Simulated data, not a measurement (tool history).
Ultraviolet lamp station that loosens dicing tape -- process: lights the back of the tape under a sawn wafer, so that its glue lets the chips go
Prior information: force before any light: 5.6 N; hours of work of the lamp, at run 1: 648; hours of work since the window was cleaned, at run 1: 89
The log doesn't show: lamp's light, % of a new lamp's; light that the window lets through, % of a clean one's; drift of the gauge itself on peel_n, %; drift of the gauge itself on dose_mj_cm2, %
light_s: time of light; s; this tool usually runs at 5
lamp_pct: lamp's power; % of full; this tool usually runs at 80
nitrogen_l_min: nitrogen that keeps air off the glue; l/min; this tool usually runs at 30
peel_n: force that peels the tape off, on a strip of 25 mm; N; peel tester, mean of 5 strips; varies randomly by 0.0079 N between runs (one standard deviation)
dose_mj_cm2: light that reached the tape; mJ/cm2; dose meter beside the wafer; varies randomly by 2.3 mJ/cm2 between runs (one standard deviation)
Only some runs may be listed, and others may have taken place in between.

run,hour,light_s,lamp_pct,nitrogen_l_min,hours of work of the lamp,hours of work since the window was cleaned,peel_n,dose_mj_cm2
1,0.0,5,80,30,648,89,0.496,170
2,47.9,5,66,30,668,110,0.701,139
3,108.2,5,66,30,694,135,0.754,137
4,172.4,5,66,30,721,163,0.789,134
5,229.4,5,66,30,745,187,0.817,131
6,284.8,5,80,36,769,210,0.508,153
7,346.1,5,80,30,795,237,0.650,152
8,411.3,5,64,26,823,264,1.030,119
# hour 414.8: window cleaned of glue's vapour
9,474.6,6,80,40,849,25,0.518,156
# hour 516.2: window cleaned of glue's vapour, once more
10,533.5,5,92,59,874,7,0.284,195
11,590.9,5,62,30,899,32,0.815,124
12,621.8,8,72,30,912,45,0.290,233
13,682.3,8,72,30,937,71,0.305,228
14,726.6,2,80,30,956,90,2.050,60

Pick out some run-to-run changes in peel_n. Of each, how much would a tool without hidden state show as well, from the settings, what came in and chance, and how much is left for the hidden state and any gauge scatter not in both results compared?
Run 13 -> 14: light_s 8 -> 2, lamp_pct 72 -> 80. peel_n +1.745 N: hidden state +0.595, all else +1.150.
